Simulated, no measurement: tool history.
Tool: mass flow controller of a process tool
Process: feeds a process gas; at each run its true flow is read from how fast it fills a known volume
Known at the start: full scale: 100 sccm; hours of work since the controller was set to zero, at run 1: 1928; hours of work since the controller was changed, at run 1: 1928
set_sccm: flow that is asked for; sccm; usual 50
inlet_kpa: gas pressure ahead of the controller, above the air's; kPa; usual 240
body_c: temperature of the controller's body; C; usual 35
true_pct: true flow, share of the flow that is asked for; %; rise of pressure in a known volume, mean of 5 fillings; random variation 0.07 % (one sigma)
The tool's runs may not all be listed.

run	hour	set_sccm	inlet_kpa	body_c	hours of work since the controller was set to zero	hours of work since the controller was changed	true_pct
1	0	50	240	35	1928	1928	97.8
2	81.2	50	247	35	1968	1968	97.79
3	215.4	50	247	35	2034	2034	97.84
4	387.1	95	247	35	2119	2119	98.44
5	510.9	95	247	35	2181	2181	98.43
6	626.1	50	252	35	2238	2238	97.76
7	769	50	163	35	2308	2308	98.09
8	856.5	50	163	35	2352	2352	98.08
9	966.7	50	240	29	2406	2406	98.09
10	1060.2	14	240	29	2452	2452	99.77
11	1181.1	14	240	29	2512	2512	99.73
12	1307.4	16	240	29	2574	2574	99.42
13	1436.8	50	240	35	2638	2638	97.68
14	1561.5	50	240	35	2700	2700	97.78
15	1701.3	50	240	30	2769	2769	97.87
16	1840.4	50	240	30	2838	2838	98.05
17	1963	50	240	32	2899	2899	97.92
18	2131.9	50	240	25	2982	2982	98.14
19	2230.9	50	141	25	3031	3031	98.42
20	2341.1	50	141	25	3086	3086	98.5
21	2498.8	50	154	35	3164	3164	97.97
22	2593.9	100	140	27	3211	3211	98.83
23	2747.8	38	171	34	3287	3287	97.97
24	2863.1	38	171	34	3344	3344	98.12
25	3017.7	22	240	31	3420	3420	98.86
26	3131.5	16	141	31	3476	3476	100.11

The next listed run, before its measurement:
27	3286.5	16	141	31	3553	3553	?

Run 27 gave true_pct 100.17 %.
Without the tool's hidden state the same run would have given true_pct 98.23 %.

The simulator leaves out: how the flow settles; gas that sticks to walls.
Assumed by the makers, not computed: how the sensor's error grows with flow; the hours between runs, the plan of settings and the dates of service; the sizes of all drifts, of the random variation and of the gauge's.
